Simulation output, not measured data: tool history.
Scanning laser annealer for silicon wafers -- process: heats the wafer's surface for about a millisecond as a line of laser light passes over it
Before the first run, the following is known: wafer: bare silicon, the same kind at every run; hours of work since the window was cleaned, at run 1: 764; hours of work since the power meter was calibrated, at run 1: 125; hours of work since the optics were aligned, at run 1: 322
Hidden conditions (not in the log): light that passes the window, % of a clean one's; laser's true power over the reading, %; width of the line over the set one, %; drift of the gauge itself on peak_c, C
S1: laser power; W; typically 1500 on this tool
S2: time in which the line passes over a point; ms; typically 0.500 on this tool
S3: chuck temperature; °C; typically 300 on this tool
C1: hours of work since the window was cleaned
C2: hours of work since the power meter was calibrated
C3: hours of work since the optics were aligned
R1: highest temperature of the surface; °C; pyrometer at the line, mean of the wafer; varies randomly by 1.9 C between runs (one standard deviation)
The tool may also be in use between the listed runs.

Run 1, hour 0.0: usual settings; C1 764; C2 125; C3 322. Result: R1 1056 °C.
Run 2, hour 54.2: usual settings; C1 795; C2 157; C3 353. Result: R1 1059 °C.
At hour 93.2: window over the wafer cleaned.
Run 3, hour 98.6: usual settings but S1 1564 W; C1 3; C2 182; C3 378. Result: R1 1140 °C.
Run 4, hour 136.1: usual settings but S2 0.431 ms; C1 25; C2 203; C3 400. Result: R1 1029 °C.
Run 5, hour 178.0: usual settings but S2 0.431 ms; C1 49; C2 228; C3 424. Result: R1 1024 °C.
Run 6, hour 223.2: usual settings but S2 0.431 ms; C1 76; C2 254; C3 451. Result: R1 1024 °C.
Run 7, hour 253.1: usual settings but S2 0.431 ms; C1 93; C2 272; C3 468. Result: R1 1020 °C.
Run 8, hour 285.4: usual settings but S1 1458 W; C1 112; C2 290; C3 487. Result: R1 1058 °C.
Run 9, hour 318.9: usual settings but S1 1458 W; C1 131; C2 310; C3 506. Result: R1 1058 °C.
Run 10, hour 378.0: usual settings but S2 0.503 ms; C1 166; C2 344; C3 541. Result: R1 1087 °C.
Run 11, hour 418.0: usual settings but S2 0.503 ms; C1 189; C2 368; C3 564. Result: R1 1082 °C.
Run 12, hour 459.5: usual settings but S2 0.610 ms; C1 213; C2 392; C3 588. Result: R1 1175 °C.
Run 13, hour 485.2: usual settings but S2 0.610 ms; C1 228; C2 407; C3 603. Result: R1 1176 °C.
Run 14, hour 537.9: usual settings but S2 0.610 ms; C1 259; C2 437; C3 634. Result: R1 1175 °C.
Run 15, hour 589.6: usual settings but S2 0.610 ms; C1 289; C2 468; C3 664. Result: R1 1170 °C.
Run 16, hour 638.2: usual settings; C1 317; C2 496; C3 692. Result: R1 1069 °C.
Run 17, hour 667.5: usual settings; C1 335; C2 513; C3 709. Result: R1 1070 °C.
At hour 696.9: optics aligned, line set to its width.
Run 18, hour 708.9: usual settings; C1 356; C2 534; C3 7. Result: R1 1092 °C.
Run 19, hour 750.5: usual settings; C1 380; C2 558; C3 31. Result: R1 1090 °C.
Run 20, hour 780.3: usual settings but S3 340 °C; C1 397; C2 576; C3 49. Result: R1 1129 °C.
Run 21, hour 824.5: usual settings but S1 1579 W, S2 0.470 ms, S3 299 °C; C1 423; C2 601; C3 74. Result: R1 1110 °C.
Run 22, hour 866.4: usual settings but S1 1579 W, S2 0.470 ms, S3 299 °C; C1 447; C2 626; C3 99. Result: R1 1108 °C.
Run 23, hour 909.5: usual settings but S1 1579 W, S2 0.470 ms, S3 299 °C; C1 473; C2 651; C3 124. Result: R1 1105 °C.
Run 24, hour 970.5: usual settings but S1 1599 W, S2 0.467 ms; C1 508; C2 686; C3 159. Result: R1 1116 °C.
Run 25, hour 1007.5: usual settings but S2 0.541 ms, S3 334 °C; C1 530; C2 708; C3 181. Result: R1 1149 °C.
Run 26, hour 1070.0: usual settings but S1 1400 W, S2 0.357 ms, S3 287 °C; C1 566; C2 744; C3 217. Result: R1 868 °C.
Run 27, hour 1130.3: usual settings but S1 1496 W, S3 283 °C; C1 601; C2 780; C3 252. Result: R1 1050 °C.
Run 28, hour 1177.8: usual settings but S1 1320 W, S2 0.362 ms, S3 292 °C; C1 629; C2 807; C3 280. Result: R1 837 °C.
Run 29, hour 1234.7: usual settings but S2 0.561 ms; C1 662; C2 840; C3 313. Result: R1 1120 °C.
Run 30, hour 1275.6: usual settings but S2 0.561 ms; C1 686; C2 864; C3 337. Result: R1 1120 °C.
Run 31, hour 1337.4: usual settings but S2 0.561 ms, S3 303 °C; C1 722; C2 900; C3 373. Result: R1 1119 °C.
Run 32, hour 1364.8: usual settings but S3 330 °C; C1 738; C2 916; C3 389. Result: R1 1089 °C.
Run 33, hour 1415.8: usual settings but S1 1319 W, S2 0.380 ms, S3 278 °C; C1 767; C2 946; C3 419. Result: R1 823 °C.
Run 34, hour 1455.6: usual settings but S1 1545 W, S2 0.518 ms, S3 288 °C; C1 791; C2 969; C3 442. Result: R1 1091 °C.
At hour 1504.6: window over the wafer cleaned.
Run 35, hour 1508.4: usual settings but S1 1409 W, S2 0.374 ms, S3 288 °C; C1 2; C2 999; C3 472. Result: R1 904 °C.
Run 36, hour 1562.3: usual settings but S1 1537 W, S3 261 °C; C1 34; C2 1030; C3 503. Result: R1 1076 °C.
Run 37, hour 1599.8: usual settings but S1 1537 W, S2 0.418 ms, S3 314 °C; C1 55; C2 1052; C3 525. Result: R1 1041 °C.
Run 38, hour 1655.5: usual settings but S1 1599 W, S2 0.508 ms, S3 320 °C; C1 88; C2 1084; C3 557. Result: R1 1181 °C.
Run 39, hour 1705.1: usual settings but S1 1599 W, S2 0.508 ms, S3 320 °C; C1 117; C2 1113; C3 586. Result: R1 1174 °C.
Run 40, hour 1741.9: usual settings but S1 1377 W, S3 316 °C; C1 138; C2 1135; C3 607. Result: R1 1017 °C.

Predict each of these 4 candidate next runs independently; none follows another, all start after run 40:
Run A, hour 1789.4: usual settings but S1 1326 W, S3 316 °C; C1 166; C2 1162; C3 635. Result: R1 ?.
Run B, hour 1789.4: usual settings but S2 0.541 ms, S3 287 °C; C1 166; C2 1162; C3 635. Result: R1 ?.
Run C, hour 1789.4: usual settings but S1 1524 W, S2 0.492 ms, S3 334 °C; C1 166; C2 1162; C3 635. Result: R1 ?.
Run D, hour 1789.4: usual settings but S1 1560 W, S3 323 °C; C1 166; C2 1162; C3 635. Result: R1 ?.

run    R1
  A   982
  B  1103
  C  1123
  D  1140
What these runs would have given with no unlogged condition in the tool:
run    R1
  A  1014
  B  1143
  C  1162
  D  1180
